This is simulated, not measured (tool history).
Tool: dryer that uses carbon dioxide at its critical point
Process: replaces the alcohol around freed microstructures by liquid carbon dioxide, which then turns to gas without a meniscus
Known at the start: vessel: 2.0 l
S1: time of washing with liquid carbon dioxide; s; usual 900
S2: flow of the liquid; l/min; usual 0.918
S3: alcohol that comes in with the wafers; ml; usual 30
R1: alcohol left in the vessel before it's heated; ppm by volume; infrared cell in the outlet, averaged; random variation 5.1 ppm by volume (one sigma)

run   hour    S1     S2   S3    R1
  1      0   900  0.918   30   158
  2    9.8   900  0.918   30   160
  3     24   900   1.04   30   107
  4   36.3  1140  0.918   30   106
  5   54.4  1140  0.918   39   105
  6   64.2  1140  0.918   39   105
  7   72.5  1200  0.918   30    96
  8   81.3  1200  0.918   30    96
  9   96.6  1200  0.918   30    98
 10  109.4   900  0.918   30   167
 11  119.2   900  0.843   30   223
 12  138.1   900  0.918   46   230
 13  148.4   900  1.106   30   119
 14  161.5   900  1.106   30   123
 15  176.6   900  1.106   30   119
 16  192.8  1380  1.106   30    87
 17  203.6  1380  1.106   30    87
 18  214.4   900  1.106   30   128
 19  222.9   900  1.106   30   127
 20    234   900  1.106   30   127
 21  245.2  1080  0.781   31   194
 22  263.1   780  1.034  114   534
 23  271.8  1380  1.424  114    98
 24  285.7  1380  1.424  114   110
 25  301.8  1200  1.528   40   104
 26  312.3   840  1.528   40   115
 27  327.7   600   0.86   24   652
 28  342.8   600   0.86   24   664
 29  359.1  1320  1.453   68   103
 30  372.8   540  0.722   82  4340
 31  389.5   600  1.195   28   306
 32  398.3   600  0.902   63  1431
 33  407.4   600  0.751  112  4300
 34  416.3   600  0.751  112  4220
 35  430.4   720   0.82   75  1331
 36  438.8   840  1.293   75   174
 37  451.8   840  1.293   75   178
 38  461.5   600  0.913   66  1519
 39  477.8   600  0.913   66  1519
 40  488.4   660  0.913   66  1111

Forecast each of these 5 alternatives for the next run:
  A   508  1200  1.062  112   ?
  B   508   660  0.659   90   ?
  C   508   660  0.635   66   ?
  D   508   660  1.488   66   ?
  E   508   660  1.174   25   ?

run    R1
  A   160
  B  3947
  C  3222
  D   229
  E   262
Without the tool's hidden state the same runs would have given:
run    R1
  A    27
  B  2780
  C  2282
  D    61
  E    80
